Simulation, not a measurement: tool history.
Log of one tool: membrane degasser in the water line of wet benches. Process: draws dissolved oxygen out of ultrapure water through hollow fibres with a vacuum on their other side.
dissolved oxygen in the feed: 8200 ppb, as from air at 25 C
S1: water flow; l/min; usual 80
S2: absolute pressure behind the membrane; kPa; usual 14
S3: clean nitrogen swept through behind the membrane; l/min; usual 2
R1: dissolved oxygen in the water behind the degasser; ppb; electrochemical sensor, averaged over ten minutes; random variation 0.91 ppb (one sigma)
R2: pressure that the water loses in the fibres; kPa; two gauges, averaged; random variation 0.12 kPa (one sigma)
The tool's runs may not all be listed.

| run | hour | S1 | S2 | S3 | R1 | R2 |
|---|---|---|---|---|---|---|
| 1 | 0 | 80 | 14 | 2 | 800.8 | 34.72 |
| 2 | 143.3 | 120 | 14 | 2 | 1079.6 | 52.09 |
| 3 | 234.9 | 80 | 14 | 2 | 799.9 | 34.99 |
| 4 | 387 | 80 | 14 | 1.67 | 912.9 | 34.88 |
| 5 | 539.4 | 80 | 14 | 1.67 | 914.3 | 34.89 |
| 6 | 702.3 | 54 | 14 | 1.67 | 678 | 23.53 |
| 7 | 840.8 | 54 | 14 | 1.67 | 678.7 | 23.8 |
| 8 | 930.8 | 54 | 14 | 1.67 | 677.3 | 23.66 |
| 9 | 1031.8 | 80 | 14.7 | 2 | 848.8 | 34.92 |
| 10 | 1162.5 | 80 | 14 | 2.25 | 732.4 | 35 |
| 11 | 1265.8 | 80 | 14 | 2.25 | 732.2 | 34.96 |
| 12 | 1442 | 80 | 14 | 2 | 801.9 | 35.09 |
| 13 | 1516.6 | 80 | 14 | 2 | 799.3 | 35.1 |
| 14 | 1623.5 | 80 | 14 | 2 | 802.2 | 35.04 |
| 15 | 1723.8 | 80 | 14 | 2 | 800.4 | 35.28 |
| 16 | 1803.9 | 80 | 14 | 2 | 800 | 35.39 |
| 17 | 1961.6 | 80 | 14 | 2 | 800 | 35.34 |
| 18 | 2087.9 | 52 | 22.5 | 1.03 | 1572.2 | 22.86 |
| 19 | 2264.1 | 80 | 8.7 | 1.61 | 501.4 | 35.54 |
| 20 | 2360.8 | 53 | 16.6 | 1.98 | 712.4 | 23.29 |
| 21 | 2481 | 53 | 16.6 | 1.98 | 713.6 | 23.54 |
| 22 | 2557.5 | 53 | 16.6 | 1.98 | 712.9 | 23.57 |
| 23 | 2646.9 | 126 | 16.2 | 2.96 | 1005.7 | 55.82 |
| 24 | 2732 | 126 | 16.2 | 2.96 | 1005.5 | 55.76 |
| 25 | 2879.1 | 126 | 16.2 | 2.96 | 1008.3 | 55.84 |
|  | 2938.5 | gauge calibrated |
| 26 | 2985.4 | 126 | 16.2 | 2.96 | 1007.4 | 54.88 |
| 27 | 3119.1 | 58 | 16.2 | 2.38 | 643.4 | 25.28 |
| 28 | 3240.3 | 80 | 16.4 | 4.5 | 504 | 34.79 |
|  | 3263.4 | seals of the vacuum lines changed |
| 29 | 3334 | 59 | 14.2 | 0.89 | 1157.1 | 25.67 |
| 30 | 3471.1 | 59 | 14.2 | 0.89 | 1157.5 | 25.73 |
| 31 | 3632.9 | 51 | 14 | 2 | 560.7 | 22.27 |
| 32 | 3724.2 | 93 | 14 | 2.08 | 870.9 | 40.6 |

4 ways to go on from here, each from the tool as it stands after run 32. What would each give?
| A | 3809.4 | 79 | 13.5 | 2 | ? | ? |
| B | 3809.4 | 93 | 14 | 1.21 | ? | ? |
| C | 3809.4 | 93 | 14 | 0.93 | ? | ? |
| D | 3809.4 | 50 | 8.6 | 0.86 | ? | ? |

| run | R1 | R2 |
|---|---|---|
| A | 759.4 | 34.41 |
| B | 1258.1 | 40.69 |
| C | 1472.3 | 40.6 |
| D | 549.2 | 21.91 |
Without the tool's hidden state the same runs would have given:
| run | R1 | R2 |
|---|---|---|
| A | 759.3 | 34.2 |
| B | 1257.8 | 40.44 |
| C | 1472 | 40.35 |
| D | 549 | 21.77 |
